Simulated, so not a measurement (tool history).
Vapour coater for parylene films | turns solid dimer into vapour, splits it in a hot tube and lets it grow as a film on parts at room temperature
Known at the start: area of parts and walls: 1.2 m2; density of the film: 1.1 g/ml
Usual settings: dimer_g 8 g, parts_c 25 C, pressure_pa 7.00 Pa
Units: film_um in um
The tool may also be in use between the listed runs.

run	day	dimer_g	parts_c	pressure_pa	film_um
1	0.000	8	25	7.00	4.36
2	0.712	8	25	7.00	4.47
3	1.408	8	25	7.00	4.42
4	2.125	8	25	7.00	4.44
5	3.121	8	25	7.00	4.39
6	3.675	8	25	7.00	4.44
7	4.179	8	25	7.00	4.30
8	4.754	4	25	7.00	2.16
9	5.525	9	25	7.00	5.01
10	6.308	9	25	7.00	4.94
11	7.050	9	25	7.00	5.02
12	7.958	9	25	7.00	4.96
13	8.733	9	25	7.00	5.00
14	9.733	10	25	7.00	5.52
15	10.312	8	25	8.57	4.17
# day 11.162: trap's valve overhauled
16	11.446	8	25	6.35	4.51
17	12.067	8	25	6.35	4.52
18	12.721	8	25	6.35	4.52
19	13.596	7	25	7.00	3.86
20	14.333	9	25	7.00	5.02
21	15.150	9	25	7.00	5.00
22	15.562	6	25	7.00	3.36
23	16.067	6	25	7.00	3.32
24	16.750	8	25	5.92	4.53
25	17.175	8	25	3.24	4.99
26	17.950	3	25	7.00	1.66
27	18.904	3	25	6.70	1.65
28	19.446	3	35	6.70	1.29
29	20.088	3	35	6.70	1.29
30	20.629	4	35	3.03	1.91
31	21.292	4	35	3.03	1.97
32	22.004	4	35	3.03	1.92
33	22.771	9	36	8.69	3.61
34	23.633	11	30	7.00	5.39
35	24.408	8	31	4.34	4.08
36	24.875	3	31	4.34	1.47
37	25.542	3	31	4.34	1.51
38	26.321	3	31	4.34	1.59
39	26.883	3	31	4.34	1.57
40	27.529	10	18	2.71	7.40
41	28.279	5	35	4.17	2.28
42	29.229	5	35	4.17	2.30
43	30.071	5	36	4.17	2.23
44	30.858	7	24	7.00	4.00
45	31.733	7	24	7.00	4.04

The next listed run, before its measurement:
46	32.625	7	24	7.00	?

Run 46 gave film_um 3.95 um.
Without the tool's hidden state the same run would have given film_um 3.96 um.

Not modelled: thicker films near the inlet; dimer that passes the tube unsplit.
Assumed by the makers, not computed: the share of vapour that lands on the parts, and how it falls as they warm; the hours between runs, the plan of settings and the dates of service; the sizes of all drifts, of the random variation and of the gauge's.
